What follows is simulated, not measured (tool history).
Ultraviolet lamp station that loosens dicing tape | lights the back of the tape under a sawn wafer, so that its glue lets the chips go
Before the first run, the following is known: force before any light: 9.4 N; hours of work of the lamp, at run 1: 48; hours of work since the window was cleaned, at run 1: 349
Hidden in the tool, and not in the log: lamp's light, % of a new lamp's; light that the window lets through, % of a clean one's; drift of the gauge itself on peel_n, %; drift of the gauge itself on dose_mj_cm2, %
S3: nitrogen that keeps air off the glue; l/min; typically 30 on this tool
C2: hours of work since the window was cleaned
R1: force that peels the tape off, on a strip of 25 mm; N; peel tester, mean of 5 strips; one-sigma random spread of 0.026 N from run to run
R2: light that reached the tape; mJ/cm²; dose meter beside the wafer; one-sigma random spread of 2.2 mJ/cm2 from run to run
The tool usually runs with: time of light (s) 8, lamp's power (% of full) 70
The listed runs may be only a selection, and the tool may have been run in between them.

Run 1, hour 0: usual settings; hours of work of the lamp 48; C2 349. Result: R1 1.411 N, R2 173 mJ/cm².
Run 2, hour 20: usual settings; hours of work of the lamp 60; C2 361. Result: R1 1.463 N, R2 172 mJ/cm².
Run 3, hour 46.5: usual settings but time of light (s) 4; hours of work of the lamp 75; C2 376. Result: R1 3.579 N, R2 85 mJ/cm².
At hour 73.8: window cleaned of glue's vapour.
Run 4, hour 75.5: usual settings but time of light (s) 4; hours of work of the lamp 91; C2 1. Result: R1 3.658 N, R2 82 mJ/cm².
Run 5, hour 89.8: usual settings but time of light (s) 4; hours of work of the lamp 99; C2 9. Result: R1 3.776 N, R2 79 mJ/cm².
Run 6, hour 112.1: usual settings but time of light (s) 4; hours of work of the lamp 111; C2 22. Result: R1 3.682 N, R2 83 mJ/cm².
Run 7, hour 125.1: usual settings; hours of work of the lamp 119; C2 29. Result: R1 1.608 N, R2 161 mJ/cm².
Run 8, hour 151: usual settings but lamp's power (% of full) 65; hours of work of the lamp 133; C2 44. Result: R1 1.855 N, R2 150 mJ/cm².
Run 9, hour 174.5: usual settings but lamp's power (% of full) 65; hours of work of the lamp 147; C2 57. Result: R1 1.881 N, R2 146 mJ/cm².
Run 10, hour 194.1: usual settings but lamp's power (% of full) 65; hours of work of the lamp 158; C2 68. Result: R1 1.947 N, R2 146 mJ/cm².
At hour 196.8: window cleaned of glue's vapour, once more.
Run 11, hour 220.8: usual settings but lamp's power (% of full) 65; hours of work of the lamp 173; C2 14. Result: R1 1.723 N, R2 154 mJ/cm².
Run 12, hour 248.2: usual settings but lamp's power (% of full) 75; hours of work of the lamp 188; C2 29. Result: R1 1.342 N, R2 176 mJ/cm².
Run 13, hour 268.8: usual settings but lamp's power (% of full) 75; hours of work of the lamp 200; C2 41. Result: R1 1.392 N, R2 176 mJ/cm².
Run 14, hour 297.8: usual settings but lamp's power (% of full) 75; hours of work of the lamp 216; C2 57. Result: R1 1.413 N, R2 175 mJ/cm².
Run 15, hour 315.2: usual settings but lamp's power (% of full) 67; hours of work of the lamp 226; C2 67. Result: R1 1.713 N, R2 152 mJ/cm².
Run 16, hour 341.8: usual settings but S3 40 l/min; hours of work of the lamp 241; C2 82. Result: R1 1.438 N, R2 161 mJ/cm².
Run 17, hour 361.9: usual settings but S3 40 l/min; hours of work of the lamp 252; C2 93. Result: R1 1.42 N, R2 160 mJ/cm².
Run 18, hour 387.8: usual settings; hours of work of the lamp 267; C2 108. Result: R1 1.718 N, R2 158 mJ/cm².
Run 19, hour 413.2: usual settings; hours of work of the lamp 281; C2 122. Result: R1 1.714 N, R2 153 mJ/cm².
Run 20, hour 436.3: usual settings; hours of work of the lamp 295; C2 135. Result: R1 1.767 N, R2 151 mJ/cm².
Run 21, hour 457.6: usual settings but time of light (s) 9, lamp's power (% of full) 88, S3 41 l/min; hours of work of the lamp 307; C2 148. Result: R1 0.794 N, R2 218 mJ/cm².
Run 22, hour 478.3: usual settings but time of light (s) 6, lamp's power (% of full) 94; hours of work of the lamp 318; C2 159. Result: R1 1.776 N, R2 154 mJ/cm².
Run 23, hour 506.6: usual settings but time of light (s) 6, lamp's power (% of full) 94, S3 42 l/min; hours of work of the lamp 334; C2 175. Result: R1 1.55 N, R2 151 mJ/cm².
Run 24, hour 526.2: usual settings but time of light (s) 6, lamp's power (% of full) 94, S3 42 l/min; hours of work of the lamp 345; C2 186. Result: R1 1.568 N, R2 149 mJ/cm².
Run 25, hour 540.3: usual settings but time of light (s) 6, lamp's power (% of full) 94, S3 42 l/min; hours of work of the lamp 353; C2 194. Result: R1 1.582 N, R2 148 mJ/cm².
Run 26, hour 560.7: usual settings but time of light (s) 6, lamp's power (% of full) 94, S3 42 l/min; hours of work of the lamp 365; C2 206. Result: R1 1.638 N, R2 147 mJ/cm².
Run 27, hour 573.7: usual settings but S3 20 l/min; hours of work of the lamp 372; C2 213. Result: R1 2.303 N, R2 144 mJ/cm².
Run 28, hour 602.9: usual settings but S3 20 l/min; hours of work of the lamp 389; C2 230. Result: R1 2.409 N, R2 140 mJ/cm².
Run 29, hour 625.8: usual settings but time of light (s) 7, lamp's power (% of full) 90, S3 18 l/min; hours of work of the lamp 402; C2 243. Result: R1 2.161 N, R2 160 mJ/cm².
Run 30, hour 642.8: usual settings but time of light (s) 4, lamp's power (% of full) 60, S3 34 l/min; hours of work of the lamp 411; C2 252. Result: R1 4.632 N, R2 58 mJ/cm².
Run 31, hour 655.3: usual settings but time of light (s) 4, lamp's power (% of full) 60, S3 34 l/min; hours of work of the lamp 418; C2 259. Result: R1 4.671 N, R2 61 mJ/cm².
Run 32, hour 680.3: usual settings but time of light (s) 6, lamp's power (% of full) 62; hours of work of the lamp 433; C2 273. Result: R1 3.327 N, R2 92 mJ/cm².
Run 33, hour 696.9: usual settings but time of light (s) 6, lamp's power (% of full) 62; hours of work of the lamp 442; C2 283. Result: R1 3.441 N, R2 90 mJ/cm².
Run 34, hour 710.3: usual settings but time of light (s) 10, lamp's power (% of full) 61, S3 26 l/min; hours of work of the lamp 450; C2 290. Result: R1 2.001 N, R2 146 mJ/cm².
Run 35, hour 735.5: usual settings but time of light (s) 6, lamp's power (% of full) 69, S3 9 l/min; hours of work of the lamp 464; C2 305. Result: R1 4.488 N, R2 100 mJ/cm².
Run 36, hour 753.6: usual settings but time of light (s) 6, lamp's power (% of full) 69, S3 9 l/min; hours of work of the lamp 474; C2 315. Result: R1 4.477 N, R2 100 mJ/cm².
Run 37, hour 783.7: usual settings but time of light (s) 13, lamp's power (% of full) 69, S3 20 l/min; hours of work of the lamp 491; C2 332. Result: R1 1.317 N, R2 213 mJ/cm².
Run 38, hour 811.3: usual settings but time of light (s) 10, lamp's power (% of full) 60; hours of work of the lamp 507; C2 348. Result: R1 2.049 N, R2 136 mJ/cm².
Run 39, hour 831.9: usual settings but time of light (s) 9; hours of work of the lamp 518; C2 359. Result: R1 1.97 N, R2 144 mJ/cm².
Run 40, hour 851.7: usual settings but S3 31 l/min; hours of work of the lamp 529; C2 370. Result: R1 2.298 N, R2 128 mJ/cm².

Results for each run, recomputed without the tool's hidden state and with each run's random variation untouched:
run     R1   R2
  1  1.228  188
  2  1.254  187
  3  3.251   94
  4  3.243   93
  5  3.328   91
  6   3.22   95
  7  1.256  187
  8  1.443  176
  9  1.442  173
 10  1.475  174
 11  1.453  171
 12  1.092  198
 13  1.117  199
 14  1.111  200
 15  1.355  176
 16  1.093  188
 17  1.061  188
 18  1.281  188
 19  1.258  185
 20  1.271  184
 21  0.538  267
 22  1.244  190
 23  1.041  190
 24  1.037  189
 25  1.034  189
 26  1.057  189
 27  1.574  186
 28  1.623  184
 29  1.395  212
 30  3.677   78
 31   3.69   81
 32   2.34  125
 33    2.4  123
 34  1.188  201
 35  3.392  139
 36  3.363  140
 37  0.676  302
 38  1.125  198
 39  1.043  210
 40  1.257  187
